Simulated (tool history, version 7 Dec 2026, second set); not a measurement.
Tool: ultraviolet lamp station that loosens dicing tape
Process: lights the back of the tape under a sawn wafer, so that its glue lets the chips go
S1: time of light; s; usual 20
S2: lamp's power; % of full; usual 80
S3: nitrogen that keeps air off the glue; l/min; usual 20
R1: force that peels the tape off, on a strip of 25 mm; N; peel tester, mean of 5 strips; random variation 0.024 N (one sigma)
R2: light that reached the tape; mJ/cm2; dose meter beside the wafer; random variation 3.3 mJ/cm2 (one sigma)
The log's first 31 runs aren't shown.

run     day  S1  S2  S3     R1   R2
 32  12.142  20  61  20  2.011  403
 33  12.367  10  63   6  5.442  201
 34  12.646  13  79  20  2.538  334
 35    13.1  27  72  15  0.938  640
 36  13.392  20  79   7  2.013  512
 37    13.7  24  97  19  0.547  758
 38  14.133  18  83  33  1.093  486
 39  14.608  18  63  33  1.834  376
 40  14.983  12  80  20  2.764  308
 41  15.238  38  80  34  0.242  991
 42  15.646  38  60  29  0.471  743
 43  16.038  18  80   6  2.468  468

3 ways to go on from here, each from the tool as it stands after run 43. What would each give?
  A  16.342  20  90  27   ?   ?
  B  16.342  16  80  20   ?   ?
  C  16.342  20  70  20   ?   ?

run     R1   R2
  A  0.791  583
  B  1.885  414
  C   1.53  456
Without the tool's hidden state the same runs would have given:
run     R1   R2
  A  0.787  584
  B  1.879  415
  C  1.525  457
